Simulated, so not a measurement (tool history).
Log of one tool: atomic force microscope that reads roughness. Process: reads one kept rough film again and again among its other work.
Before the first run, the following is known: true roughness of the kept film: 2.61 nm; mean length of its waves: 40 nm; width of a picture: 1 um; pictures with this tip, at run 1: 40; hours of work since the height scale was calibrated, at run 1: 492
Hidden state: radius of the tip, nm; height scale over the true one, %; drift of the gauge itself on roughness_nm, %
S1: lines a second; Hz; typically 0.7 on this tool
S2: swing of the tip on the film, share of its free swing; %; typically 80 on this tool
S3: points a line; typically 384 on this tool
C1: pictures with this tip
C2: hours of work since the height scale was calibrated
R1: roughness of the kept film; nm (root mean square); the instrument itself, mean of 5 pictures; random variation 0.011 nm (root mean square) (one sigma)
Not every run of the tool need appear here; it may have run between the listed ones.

run	hour	S1	S2	S3	C1	C2	R1
1	0	0.7	80	384	40	492	2.47
2	17.9	0.7	80	384	81	504	2.47
3	36.4	0.7	80	384	123	517	2.458
4	61.3	0.7	80	384	179	534	2.455
5	85.4	0.7	80	384	234	550	2.446
# hour 99.5: new tip fitted
6	105.7	0.7	80	384	14	564	2.458
7	131.1	0.7	80	384	72	582	2.447
8	147.3	0.7	80	384	109	593	2.481
9	161.2	0.7	80	384	140	602	2.44

What will run 10 give?
10	176.6	2.692	80	280	175	613	?

Logged for run 10: R1 2.318 nm (root mean square).
The same run, on a tool lacking any hidden state, would have yielded R1 2.322 nm (root mean square).
